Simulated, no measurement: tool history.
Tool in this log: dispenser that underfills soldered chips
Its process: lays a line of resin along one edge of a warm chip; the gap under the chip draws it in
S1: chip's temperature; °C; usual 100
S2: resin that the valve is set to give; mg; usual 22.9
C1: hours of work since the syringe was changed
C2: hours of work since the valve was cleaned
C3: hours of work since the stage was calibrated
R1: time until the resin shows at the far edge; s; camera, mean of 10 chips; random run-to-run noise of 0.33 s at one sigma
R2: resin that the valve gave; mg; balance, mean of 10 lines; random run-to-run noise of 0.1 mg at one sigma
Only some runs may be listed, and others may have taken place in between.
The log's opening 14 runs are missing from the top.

run,hour,S1,S2,C1,C2,C3,R1,R2
# hour 54.5: new syringe of resin
15,56.4,113,28.6,1,72,98,10.0,27.46
16,58.8,113,28.6,3,74,100,10.7,27.06
17,61.2,113,28.6,5,75,102,11.7,27.16
18,65.1,104,22.9,8,78,105,17.7,21.75
19,68.1,104,22.9,10,80,107,19.2,21.73
# hour 69.6: new syringe of resin
20,71.9,104,22.9,2,83,110,13.6,21.63
21,75.6,113,21.5,4,86,112,12.2,20.12
22,78.7,114,19.8,7,88,115,14.1,18.66
23,83.0,114,22.4,10,91,118,14.4,20.86
# hour 84.6: new syringe of resin
24,86.3,105,25.9,1,93,120,13.6,24.14
25,89.9,95,23.1,4,96,123,20.6,21.64
26,94.3,100,23.9,7,99,126,19.9,22.31
# hour 99.6: new syringe of resin
27,99.6,112,26.5,0,103,130,10.4,24.64
28,101.8,107,26.8,2,105,131,12.7,24.88
# hour 105.9: dispensing valve cleaned and set on the balance
29,106.7,114,20.4,4,1,134,11.4,20.50
30,111.2,91,20.9,8,4,137,27.6,20.93
31,113.8,91,20.9,10,6,139,29.5,20.82
# hour 115.9: new syringe of resin
32,116.7,110,20.8,1,8,141,11.4,20.88
33,120.9,110,20.8,4,11,144,13.2,20.66
34,126.0,112,20.2,7,15,148,14.3,20.11

Alternative continuations, all from the tool just after run 34; predict every row:
A,128.8,99,27.6,10,17,150,?,?
B,128.8,102,24.2,10,17,150,?,?
C,128.8,100,20.2,10,17,150,?,?
D,128.8,107,20.5,10,17,150,?,?
E,128.8,96,19.7,10,17,150,?,?

run,R1,R2
A,21.5,27.46
B,20.1,24.04
C,21.9,20.02
D,17.6,20.36
E,24.9,19.46
Without the tool's hidden state the same runs would have given:
run,R1,R2
A,14.8,27.70
B,13.9,24.25
C,15.1,20.19
D,12.1,20.54
E,17.1,19.63

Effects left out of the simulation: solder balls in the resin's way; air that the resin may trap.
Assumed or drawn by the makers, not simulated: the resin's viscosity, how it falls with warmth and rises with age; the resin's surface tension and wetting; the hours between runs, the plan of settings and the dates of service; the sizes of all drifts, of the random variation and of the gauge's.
